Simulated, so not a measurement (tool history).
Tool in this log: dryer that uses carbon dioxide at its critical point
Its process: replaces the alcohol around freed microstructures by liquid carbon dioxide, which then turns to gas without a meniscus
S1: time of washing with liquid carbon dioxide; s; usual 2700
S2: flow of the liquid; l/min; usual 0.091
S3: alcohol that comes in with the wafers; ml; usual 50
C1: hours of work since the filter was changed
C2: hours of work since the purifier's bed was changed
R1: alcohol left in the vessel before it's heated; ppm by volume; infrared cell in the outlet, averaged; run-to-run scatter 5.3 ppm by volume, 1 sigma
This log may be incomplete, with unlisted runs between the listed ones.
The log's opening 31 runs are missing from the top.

run    hour    S1      S2   S3   C1   C2    R1
 32  1069.9  1860  0.1147   29  223  468   244
 33  1120.8  3840   0.091   50  242  487    56
 34  1149.5  2340  0.0985   38  253  498   221
 35  1173.6  2340  0.0872   53  262  507   520
 36  1216.6  2340  0.1431   90  278  523    81
 37  1242.1  2340  0.1431   90  287  533    81
 38  1286.1  2340  0.1431   99  304  549    83
 39  1323.2  2340  0.1431   99  318  563   101
 40  1358.8  2520  0.1431   20  331  576    53
 41  1389.5  3060   0.091   50  343  588   134
 42    1427  3060   0.091   50  357  602   123
 43  1466.8  4080  0.1308   36  371  617    58
 44  1495.4  4080  0.1345   70  382  627    54
 45  1542.5  1680   0.091  112  400  645  4507
 46  1571.7  2640   0.065   50  411  656  1233

Forecast each of these 5 alternatives for the next run:
  A  1598.1  1800  0.0584  82  421  666   ?
  B  1598.1  1800  0.0608  50  421  666   ?
  C  1598.1  3480   0.065  44  421  666   ?
  D  1598.1  2580  0.0619  54  421  666   ?
  E  1598.1  4260   0.065  78  421  666   ?

run     R1
  A  11044
  B   5938
  C    316
  D   1779
  E    187
What these runs would have given with no unlogged condition in the tool:
run    R1
  A  8596
  B  4556
  C   154
  D  1190
  E    71

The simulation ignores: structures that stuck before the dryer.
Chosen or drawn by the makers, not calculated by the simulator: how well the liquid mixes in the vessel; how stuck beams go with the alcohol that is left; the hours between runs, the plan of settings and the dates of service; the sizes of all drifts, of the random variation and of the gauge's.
